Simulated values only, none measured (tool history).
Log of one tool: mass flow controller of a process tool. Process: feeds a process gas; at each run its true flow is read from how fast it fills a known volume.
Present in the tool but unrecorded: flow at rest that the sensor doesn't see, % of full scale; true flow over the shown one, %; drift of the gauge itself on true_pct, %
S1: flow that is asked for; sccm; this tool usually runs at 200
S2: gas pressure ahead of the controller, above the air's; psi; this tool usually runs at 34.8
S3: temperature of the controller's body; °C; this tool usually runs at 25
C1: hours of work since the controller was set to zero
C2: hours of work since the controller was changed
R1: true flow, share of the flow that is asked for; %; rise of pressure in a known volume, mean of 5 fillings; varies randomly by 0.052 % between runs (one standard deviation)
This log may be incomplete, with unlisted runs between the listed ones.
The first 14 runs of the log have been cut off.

run,hour,S1,S2,S3,C1,C2,R1
15,787.7,200,34.8,25,1898,1898,99.27
16,863.8,200,39.9,25,1952,1952,99.01
17,917.5,200,39.9,25,1990,1990,99.19
18,972.8,376,34.8,25,2029,2029,99.86
19,1032.2,186,22.5,35,2072,2072,99.20
20,1095.8,186,22.5,23,2117,2117,99.76
21,1159.1,186,22.5,23,2162,2162,99.79
22,1224.6,162,22.5,23,2208,2208,99.80
23,1266.7,162,22.5,23,2238,2238,99.85
24,1321.6,162,22.5,23,2277,2277,99.76
25,1363.2,162,22.5,36,2306,2306,99.19
26,1441.1,162,22.5,25,2362,2362,99.77
27,1498.4,272,20.7,25,2402,2402,100.21
28,1533.4,272,20.7,25,2427,2427,100.30
29,1610.7,272,20.7,25,2482,2482,100.22
30,1676.2,72,37.1,39,2528,2528,98.41
31,1743.4,55,25.7,26,2576,2576,99.39
32,1800.5,200,30.2,32,2617,2617,99.54
33,1854.4,186,26.4,39,2655,2655,99.26
34,1920.2,256,29.7,25,2701,2701,100.10

Here are 4 independent what-if runs from the current tool condition. What would each one return?
A,1970.4,69,26.8,23,2737,2737,?
B,1970.4,473,34.8,25,2737,2737,?
C,1970.4,484,28.1,23,2737,2737,?
D,1970.4,210,34.8,25,2737,2737,?

run,R1
A,99.75
B,100.68
C,100.99
D,99.71
With the hidden condition removed and each run's random variation left untouched, the same runs would have given:
run,R1
A,98.86
B,99.77
C,100.07
D,98.81

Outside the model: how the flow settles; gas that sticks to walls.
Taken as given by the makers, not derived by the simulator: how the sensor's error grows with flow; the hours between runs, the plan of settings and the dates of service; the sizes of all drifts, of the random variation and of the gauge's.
